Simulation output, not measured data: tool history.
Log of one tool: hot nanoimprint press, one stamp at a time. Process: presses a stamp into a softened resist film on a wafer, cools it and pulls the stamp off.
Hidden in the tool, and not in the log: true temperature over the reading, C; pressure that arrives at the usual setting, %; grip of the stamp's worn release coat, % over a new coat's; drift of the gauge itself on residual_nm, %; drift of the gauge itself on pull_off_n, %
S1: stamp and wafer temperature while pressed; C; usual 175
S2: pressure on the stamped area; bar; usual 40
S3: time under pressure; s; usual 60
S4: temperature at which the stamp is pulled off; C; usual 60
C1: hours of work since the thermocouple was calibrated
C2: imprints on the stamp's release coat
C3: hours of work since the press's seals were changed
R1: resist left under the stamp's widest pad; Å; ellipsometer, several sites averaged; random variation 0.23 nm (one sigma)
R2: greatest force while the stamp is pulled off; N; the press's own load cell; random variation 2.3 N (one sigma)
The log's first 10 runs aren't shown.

{"run": 11, "hour": 533.3, "S1": 175, "S2": 40, "S3": 60, "S4": 58, "C1": 55, "C2": 1036, "C3": 160, "R1": 1051, "R2": 246}
{"hour": 582.6, "done": "stamp cleaned and given a new release coat"}
{"run": 12, "hour": 600.4, "S1": 175, "S2": 40, "S3": 60, "S4": 60, "C1": 93, "C2": 82, "C3": 198, "R1": 1053, "R2": 239}
{"run": 13, "hour": 669.2, "S1": 175, "S2": 40, "S3": 60, "S4": 60, "C1": 136, "C2": 395, "C3": 240, "R1": 1053, "R2": 233}
{"run": 14, "hour": 727.2, "S1": 175, "S2": 40, "S3": 60, "S4": 60, "C1": 172, "C2": 660, "C3": 276, "R1": 1056, "R2": 235}
{"run": 15, "hour": 766.1, "S1": 175, "S2": 40, "S3": 60, "S4": 60, "C1": 196, "C2": 837, "C3": 301, "R1": 1051, "R2": 236}
{"run": 16, "hour": 797.2, "S1": 173, "S2": 43, "S3": 56, "S4": 63, "C1": 215, "C2": 978, "C3": 320, "R1": 1132, "R2": 225}
{"run": 17, "hour": 827.8, "S1": 167, "S2": 28.4, "S3": 74, "S4": 56, "C1": 234, "C2": 1118, "C3": 339, "R1": 1533, "R2": 250}
{"hour": 861.1, "done": "stamp cleaned and given a new release coat"}
{"run": 18, "hour": 866.7, "S1": 175, "S2": 40, "S3": 36, "S4": 60, "C1": 255, "C2": 26, "C3": 360, "R1": 1300, "R2": 239}
{"run": 19, "hour": 940.0, "S1": 175, "S2": 51.6, "S3": 60, "S4": 54, "C1": 300, "C2": 360, "C3": 405, "R1": 933, "R2": 258}
{"run": 20, "hour": 1011.8, "S1": 185, "S2": 40, "S3": 38, "S4": 61, "C1": 345, "C2": 687, "C3": 450, "R1": 881, "R2": 230}
{"run": 21, "hour": 1078.5, "S1": 185, "S2": 40, "S3": 38, "S4": 61, "C1": 387, "C2": 991, "C3": 491, "R1": 884, "R2": 232}
{"hour": 1139.5, "done": "stamp cleaned and given a new release coat"}
{"run": 22, "hour": 1145.7, "S1": 185, "S2": 45.2, "S3": 65, "S4": 61, "C1": 425, "C2": 28, "C3": 529, "R1": 655, "R2": 234}
{"hour": 1214.2, "done": "plate thermocouple calibrated"}
{"run": 23, "hour": 1217.6, "S1": 186, "S2": 55.1, "S3": 65, "S4": 46, "C1": 2, "C2": 342, "C3": 572, "R1": 567, "R2": 280}
{"run": 24, "hour": 1257.7, "S1": 185, "S2": 25.1, "S3": 60, "S4": 60, "C1": 27, "C2": 525, "C3": 597, "R1": 919, "R2": 233}
{"run": 25, "hour": 1320.3, "S1": 181, "S2": 25.1, "S3": 113, "S4": 60, "C1": 66, "C2": 810, "C3": 636, "R1": 802, "R2": 232}
{"run": 26, "hour": 1352.8, "S1": 165, "S2": 25.1, "S3": 34, "S4": 60, "C1": 86, "C2": 958, "C3": 656, "R1": 2145, "R2": 236}
{"run": 27, "hour": 1387.6, "S1": 175, "S2": 31.6, "S3": 60, "S4": 60, "C1": 108, "C2": 1117, "C3": 678, "R1": 1176, "R2": 237}
{"hour": 1417.6, "done": "stamp cleaned and given a new release coat"}
{"run": 28, "hour": 1449.1, "S1": 175, "S2": 31.6, "S3": 60, "S4": 60, "C1": 142, "C2": 144, "C3": 713, "R1": 1173, "R2": 234}
{"run": 29, "hour": 1492.3, "S1": 180, "S2": 31.2, "S3": 108, "S4": 67, "C1": 169, "C2": 341, "C3": 739, "R1": 763, "R2": 213}
{"run": 30, "hour": 1553.5, "S1": 175, "S2": 32.4, "S3": 53, "S4": 60, "C1": 207, "C2": 619, "C3": 778, "R1": 1222, "R2": 231}

Forecast each of these 4 alternatives for the next run:
{"run": "A", "hour": 1625.6, "S1": 175, "S2": 63.5, "S3": 53, "S4": 60, "C1": 252, "C2": 948, "C3": 822, "R1": "?", "R2": "?"}
{"run": "B", "hour": 1625.6, "S1": 175, "S2": 32.4, "S3": 53, "S4": 67, "C1": 252, "C2": 948, "C3": 822, "R1": "?", "R2": "?"}
{"run": "C", "hour": 1625.6, "S1": 175, "S2": 28.7, "S3": 60, "S4": 56, "C1": 252, "C2": 948, "C3": 822, "R1": "?", "R2": "?"}
{"run": "D", "hour": 1625.6, "S1": 175, "S2": 32.4, "S3": 53, "S4": 66, "C1": 252, "C2": 948, "C3": 822, "R1": "?", "R2": "?"}

run=A R1=889 R2=239
run=B R1=1224 R2=212
run=C R1=1228 R2=250
run=D R1=1228 R2=214
Without the tool's hidden state the same runs would have given:
run=A R1=889 R2=239
run=B R1=1224 R2=212
run=C R1=1228 R2=249
run=D R1=1228 R2=214

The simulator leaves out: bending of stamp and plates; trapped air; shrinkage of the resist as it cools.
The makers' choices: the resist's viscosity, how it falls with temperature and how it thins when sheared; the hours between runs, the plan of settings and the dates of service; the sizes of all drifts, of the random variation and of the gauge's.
